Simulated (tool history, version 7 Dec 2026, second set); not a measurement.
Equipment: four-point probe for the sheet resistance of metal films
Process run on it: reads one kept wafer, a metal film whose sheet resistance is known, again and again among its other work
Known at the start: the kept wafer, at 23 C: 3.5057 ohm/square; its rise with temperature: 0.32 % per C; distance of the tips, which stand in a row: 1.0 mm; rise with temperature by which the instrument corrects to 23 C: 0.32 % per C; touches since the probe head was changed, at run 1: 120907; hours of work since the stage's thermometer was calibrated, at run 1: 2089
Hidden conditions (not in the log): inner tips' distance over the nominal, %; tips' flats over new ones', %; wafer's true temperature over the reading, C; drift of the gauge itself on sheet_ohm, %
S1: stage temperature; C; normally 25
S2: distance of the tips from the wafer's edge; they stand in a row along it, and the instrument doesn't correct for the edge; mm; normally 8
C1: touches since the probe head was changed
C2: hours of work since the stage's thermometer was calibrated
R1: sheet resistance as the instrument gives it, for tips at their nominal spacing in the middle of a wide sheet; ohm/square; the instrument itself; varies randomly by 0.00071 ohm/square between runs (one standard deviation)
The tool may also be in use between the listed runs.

{"run": 1, "hour": 0.0, "S1": 25, "S2": 8, "C1": 120907, "C2": 2089, "R1": 3.534696}
{"hour": 15.3, "done": "stage's thermometer calibrated"}
{"run": 2, "hour": 124.1, "S1": 25, "S2": 8, "C1": 127133, "C2": 66, "R1": 3.534765}
{"run": 3, "hour": 243.8, "S1": 25, "S2": 8, "C1": 133163, "C2": 140, "R1": 3.535605}
{"run": 4, "hour": 303.3, "S1": 25, "S2": 8, "C1": 136161, "C2": 176, "R1": 3.534362}
{"run": 5, "hour": 354.9, "S1": 25, "S2": 8, "C1": 138763, "C2": 208, "R1": 3.535948}
{"run": 6, "hour": 474.5, "S1": 30, "S2": 8, "C1": 144785, "C2": 281, "R1": 3.53305}
{"run": 7, "hour": 562.4, "S1": 30, "S2": 8, "C1": 149216, "C2": 334, "R1": 3.534531}
{"run": 8, "hour": 663.8, "S1": 30, "S2": 8, "C1": 154320, "C2": 396, "R1": 3.533096}
{"run": 9, "hour": 782.2, "S1": 30, "S2": 8, "C1": 160288, "C2": 469, "R1": 3.534136}
{"run": 10, "hour": 833.5, "S1": 30, "S2": 8, "C1": 162869, "C2": 500, "R1": 3.533482}
{"run": 11, "hour": 917.7, "S1": 30, "S2": 8, "C1": 167115, "C2": 552, "R1": 3.534303}
{"run": 12, "hour": 972.2, "S1": 30, "S2": 8, "C1": 169858, "C2": 585, "R1": 3.533512}
{"run": 13, "hour": 1031.3, "S1": 25, "S2": 26, "C1": 172836, "C2": 621, "R1": 3.50879}
{"run": 14, "hour": 1147.5, "S1": 25, "S2": 16, "C1": 178691, "C2": 692, "R1": 3.512859}
{"run": 15, "hour": 1227.7, "S1": 25, "S2": 16, "C1": 182733, "C2": 741, "R1": 3.513402}
{"run": 16, "hour": 1344.4, "S1": 25, "S2": 16, "C1": 188612, "C2": 812, "R1": 3.512909}
{"run": 17, "hour": 1447.2, "S1": 25, "S2": 28, "C1": 193787, "C2": 875, "R1": 3.508233}
{"run": 18, "hour": 1505.5, "S1": 25, "S2": 28, "C1": 196726, "C2": 911, "R1": 3.507148}
{"run": 19, "hour": 1570.8, "S1": 25, "S2": 8, "C1": 200014, "C2": 951, "R1": 3.535539}
{"run": 20, "hour": 1692.8, "S1": 25, "S2": 8, "C1": 206161, "C2": 1025, "R1": 3.533911}
{"run": 21, "hour": 1810.5, "S1": 29, "S2": 4, "C1": 212090, "C2": 1097, "R1": 3.617762}
{"run": 22, "hour": 1879.1, "S1": 29, "S2": 4, "C1": 215549, "C2": 1139, "R1": 3.619973}
{"run": 23, "hour": 1999.3, "S1": 21, "S2": 14, "C1": 221600, "C2": 1213, "R1": 3.515923}
{"run": 24, "hour": 2116.1, "S1": 25, "S2": 8, "C1": 227485, "C2": 1284, "R1": 3.536664}
{"hour": 2133.8, "done": "new probe head fitted"}
{"run": 25, "hour": 2173.9, "S1": 25, "S2": 10, "C1": 2022, "C2": 1319, "R1": 3.523451}
{"run": 26, "hour": 2275.9, "S1": 19, "S2": 8, "C1": 7156, "C2": 1381, "R1": 3.535138}
{"run": 27, "hour": 2394.4, "S1": 25, "S2": 19, "C1": 13129, "C2": 1453, "R1": 3.509118}
{"run": 28, "hour": 2511.6, "S1": 32, "S2": 5, "C1": 19031, "C2": 1525, "R1": 3.578546}
{"run": 29, "hour": 2625.4, "S1": 32, "S2": 35, "C1": 24765, "C2": 1595, "R1": 3.505659}
{"run": 30, "hour": 2724.5, "S1": 25, "S2": 7, "C1": 29760, "C2": 1655, "R1": 3.543206}
{"run": 31, "hour": 2786.0, "S1": 23, "S2": 15, "C1": 32858, "C2": 1693, "R1": 3.515514}
{"run": 32, "hour": 2896.7, "S1": 23, "S2": 28, "C1": 38435, "C2": 1760, "R1": 3.507855}
{"run": 33, "hour": 2998.8, "S1": 33, "S2": 7, "C1": 43575, "C2": 1823, "R1": 3.54279}
{"run": 34, "hour": 3084.0, "S1": 26, "S2": 8, "C1": 47868, "C2": 1875, "R1": 3.534902}
{"run": 35, "hour": 3159.6, "S1": 35, "S2": 5, "C1": 51676, "C2": 1921, "R1": 3.576629}
{"run": 36, "hour": 3211.5, "S1": 28, "S2": 34, "C1": 54290, "C2": 1953, "R1": 3.506979}
{"run": 37, "hour": 3264.6, "S1": 31, "S2": 9, "C1": 56966, "C2": 1985, "R1": 3.527674}
{"run": 38, "hour": 3384.7, "S1": 24, "S2": 8, "C1": 63015, "C2": 2059, "R1": 3.533414}
{"hour": 3449.0, "done": "stage's thermometer calibrated"}
{"run": 39, "hour": 3457.7, "S1": 28, "S2": 5, "C1": 66670, "C2": 5, "R1": 3.579775}

Alternative continuations, all from the tool just after run 39; predict every row:
{"run": "A", "hour": 3558.2, "S1": 26, "S2": 8, "C1": 71734, "C2": 67, "R1": "?"}
{"run": "B", "hour": 3558.2, "S1": 19, "S2": 5, "C1": 71734, "C2": 67, "R1": "?"}
{"run": "C", "hour": 3558.2, "S1": 22, "S2": 6, "C1": 71734, "C2": 67, "R1": "?"}
{"run": "D", "hour": 3558.2, "S1": 29, "S2": 17, "C1": 71734, "C2": 67, "R1": "?"}
{"run": "E", "hour": 3558.2, "S1": 25, "S2": 40, "C1": 71734, "C2": 67, "R1": "?"}

run=A R1=3.53409
run=B R1=3.580352
run=C R1=3.558331
run=D R1=3.511712
run=E R1=3.507092
With the hidden condition removed and each run's random variation left untouched, the same runs would have given:
run=A R1=3.533935
run=B R1=3.580196
run=C R1=3.558176
run=D R1=3.511558
run=E R1=3.506938
